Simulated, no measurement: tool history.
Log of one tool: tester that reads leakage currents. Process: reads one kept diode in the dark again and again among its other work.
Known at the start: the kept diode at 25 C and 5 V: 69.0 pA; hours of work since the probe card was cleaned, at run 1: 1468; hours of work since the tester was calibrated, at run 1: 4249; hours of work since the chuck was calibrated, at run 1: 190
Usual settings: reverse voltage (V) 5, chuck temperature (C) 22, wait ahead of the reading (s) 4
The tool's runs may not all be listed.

run	hour	reverse voltage (V)	chuck temperature (C)	wait ahead of the reading (s)	hours of work since the probe card was cleaned	hours of work since the tester was calibrated	hours of work since the chuck was calibrated	current that the tester gives (pA)
1	0	5	22	4	1468	4249	190	59.56
2	232.5	5	22	4	1602	4384	325	59.89
# hour 414.9: tester calibrated
3	435.1	5	22	4	1718	12	441	60.61
4	620.4	1.18	22	4	1825	119	548	30.51
5	787.6	1.18	22	4	1922	216	645	30.43
6	937.4	1.18	22	4	2009	302	731	30.36
7	1043.6	1.18	30	4	2070	363	793	58.92
8	1169.8	5	31	4	2143	436	865	121.57
9	1351.2	4.12	31	0.72	2248	541	970	112.24
# hour 1415.2: probe card cleaned and baked
10	1594.8	1.81	31	0.72	104	680	1109	72.19
11	1715.1	1.81	31	0.72	173	750	1179	72.16
12	1953.4	1.81	31	0.72	311	888	1317	71.84
13	2173.1	18.71	36	7.78	438	1015	1444	290.27
14	2353.9	2.27	37	7.78	543	1119	1548	128.16
15	2562.2	2.27	37	7.78	663	1240	1669	127.89

Forecast each of these 3 alternatives for the next run:
A	2726.3	1.82	29	0.43	758	1335	1764	?
B	2726.3	5	27	4	758	1335	1764	?
C	2726.3	15.05	22	2.07	758	1335	1764	?

run	current that the tester gives (pA)
A	60.14
B	78.74
C	88.73
Without the tool's hidden state the same runs would have given:
run	current that the tester gives (pA)
A	65.05
B	82.88
C	84.71
